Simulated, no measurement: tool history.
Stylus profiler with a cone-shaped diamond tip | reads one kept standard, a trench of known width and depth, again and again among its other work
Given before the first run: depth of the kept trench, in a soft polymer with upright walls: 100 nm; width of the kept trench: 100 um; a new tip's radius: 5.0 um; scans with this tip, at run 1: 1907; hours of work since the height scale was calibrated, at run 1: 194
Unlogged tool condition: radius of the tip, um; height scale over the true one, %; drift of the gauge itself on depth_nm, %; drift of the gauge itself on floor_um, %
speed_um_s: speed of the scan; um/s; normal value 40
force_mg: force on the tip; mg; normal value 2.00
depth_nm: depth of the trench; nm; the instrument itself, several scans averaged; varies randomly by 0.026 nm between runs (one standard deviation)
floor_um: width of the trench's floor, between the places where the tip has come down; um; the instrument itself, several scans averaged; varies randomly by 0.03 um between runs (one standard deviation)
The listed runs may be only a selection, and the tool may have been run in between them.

run	day	speed_um_s	force_mg	scans with this tip	hours of work since the height scale was calibrated	depth_nm	floor_um
1	0.000	40	2.00	1907	194	100.73	97.68
2	3.546	40	2.00	2316	235	100.76	97.66
3	7.175	40	2.00	2735	278	100.73	97.67
4	10.038	40	2.00	3065	311	100.71	97.59
5	12.433	40	2.00	3341	339	100.71	97.64
6	15.775	40	0.85	3727	378	100.34	97.43
7	19.542	40	0.85	4161	422	100.39	97.53
8	22.767	40	0.85	4533	460	100.30	97.45
9	24.625	40	0.85	4748	482	100.32	97.51
10	28.825	40	5.69	5232	531	101.46	97.66
11	32.362	55	2.02	5640	572	100.70	97.43
12	34.142	111	2.00	5846	593	100.63	97.12
13	36.617	28	0.94	6131	622	100.27	97.52
14	40.546	28	0.94	6584	668	100.31	97.45
15	42.250	155	3.32	6781	688	100.94	97.03
16	44.038	42	5.74	6987	709	101.44	97.63
17	46.275	42	5.74	7246	735	101.43	97.53
18	49.112	45	5.82	7573	769	101.43	97.54

What would each run have given without the hidden state, its run-to-run variation left as it was?
run	depth_nm	floor_um
1	100.76	97.77
2	100.80	97.78
3	100.78	97.80
4	100.77	97.74
5	100.79	97.79
6	100.43	97.60
7	100.49	97.72
8	100.42	97.65
9	100.44	97.73
10	101.60	97.89
11	100.85	97.68
12	100.79	97.38
13	100.43	97.79
14	100.49	97.73
15	101.12	97.33
16	101.63	97.93
17	101.63	97.84
18	101.64	97.86
